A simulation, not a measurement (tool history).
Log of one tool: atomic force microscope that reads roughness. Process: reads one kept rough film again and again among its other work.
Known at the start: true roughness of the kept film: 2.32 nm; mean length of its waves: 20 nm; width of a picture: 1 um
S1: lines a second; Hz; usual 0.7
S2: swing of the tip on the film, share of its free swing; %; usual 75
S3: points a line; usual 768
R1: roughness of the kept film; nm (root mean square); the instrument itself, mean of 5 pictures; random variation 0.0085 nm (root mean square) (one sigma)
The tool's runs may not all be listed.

run 1 hour=0 | S1=0.7 S2=75 S3=768 | R1=1.618
run 2 hour=22.4 | S1=3.966 S2=75 S3=768 | R1=1.226
run 3 hour=53.2 | S1=3.966 S2=75 S3=768 | R1=1.148
run 4 hour=83.6 | S1=3.966 S2=75 S3=768 | R1=1.073
-- hour=92.1 new tip fitted
run 5 hour=111 | S1=3.966 S2=75 S3=768 | R1=1.407
run 6 hour=126.9 | S1=3.966 S2=56 S3=768 | R1=1.639
run 7 hour=145.6 | S1=3.966 S2=56 S3=768 | R1=1.578
run 8 hour=175.3 | S1=0.958 S2=75 S3=768 | R1=1.492
run 9 hour=199 | S1=0.7 S2=75 S3=390 | R1=1.445
run 10 hour=224 | S1=0.7 S2=75 S3=390 | R1=1.367
run 11 hour=248.1 | S1=0.7 S2=75 S3=390 | R1=1.311
-- hour=250.9 new tip fitted
run 12 hour=278.2 | S1=0.7 S2=75 S3=715 | R1=1.744
run 13 hour=295.5 | S1=0.7 S2=75 S3=834 | R1=1.662
run 14 hour=320.8 | S1=0.7 S2=75 S3=834 | R1=1.567
run 15 hour=337.3 | S1=0.7 S2=75 S3=834 | R1=1.52
run 16 hour=368.8 | S1=0.7 S2=75 S3=834 | R1=1.433
run 17 hour=386.5 | S1=0.7 S2=75 S3=834 | R1=1.373
-- hour=410.9 new tip fitted
run 18 hour=411.2 | S1=0.7 S2=75 S3=834 | R1=1.865
run 19 hour=427.9 | S1=0.7 S2=75 S3=834 | R1=1.821
run 20 hour=459.4 | S1=0.7 S2=75 S3=834 | R1=1.655
run 21 hour=481.6 | S1=0.7 S2=75 S3=834 | R1=1.588
run 22 hour=499.6 | S1=2.729 S2=89 S3=566 | R1=1.093
run 23 hour=532.9 | S1=2.729 S2=89 S3=566 | R1=1.015
run 24 hour=551.6 | S1=3.774 S2=75 S3=296 | R1=1.065
-- hour=571.8 new tip fitted
run 25 hour=572.9 | S1=3.774 S2=75 S3=296 | R1=1.472
run 26 hour=587.5 | S1=0.792 S2=70 S3=296 | R1=1.782
-- hour=591.6 height scale calibrated on a step standard
run 27 hour=611.2 | S1=0.792 S2=70 S3=296 | R1=1.674
run 28 hour=628.7 | S1=0.792 S2=70 S3=296 | R1=1.624
run 29 hour=657.2 | S1=1.415 S2=57 S3=660 | R1=1.575
-- hour=665.5 height scale calibrated on a step standard, once more
run 30 hour=679.3 | S1=1.769 S2=75 S3=768 | R1=1.343
run 31 hour=706 | S1=1.658 S2=75 S3=480 | R1=1.269
run 32 hour=728.8 | S1=1.658 S2=75 S3=480 | R1=1.202
-- hour=734.5 new tip fitted
run 33 hour=745.6 | S1=0.7 S2=80 S3=768 | R1=1.766
run 34 hour=776.8 | S1=0.586 S2=75 S3=422 | R1=1.647
run 35 hour=794.9 | S1=0.586 S2=75 S3=422 | R1=1.592
run 36 hour=820.2 | S1=0.586 S2=75 S3=870 | R1=1.513
run 37 hour=848.3 | S1=2.107 S2=75 S3=307 | R1=1.238
run 38 hour=874.2 | S1=2.107 S2=75 S3=307 | R1=1.192
-- hour=894.2 new tip fitted
run 39 hour=908.4 | S1=2.107 S2=75 S3=307 | R1=1.572
run 40 hour=932.6 | S1=0.7 S2=75 S3=340 | R1=1.651
run 41 hour=946.5 | S1=2.354 S2=90 S3=736 | R1=1.221

Forecast each of these 3 alternatives for the next run:
run A hour=975.9 | S1=1.567 S2=90 S3=459 | R1=?
run B hour=975.9 | S1=0.7 S2=79 S3=768 | R1=?
run C hour=975.9 | S1=1.443 S2=60 S3=736 | R1=?

run=A R1=1.256
run=B R1=1.515
run=C R1=1.558
Without the tool's hidden state the same runs would have given:
run=A R1=1.538
run=B R1=1.855
run=C R1=1.906
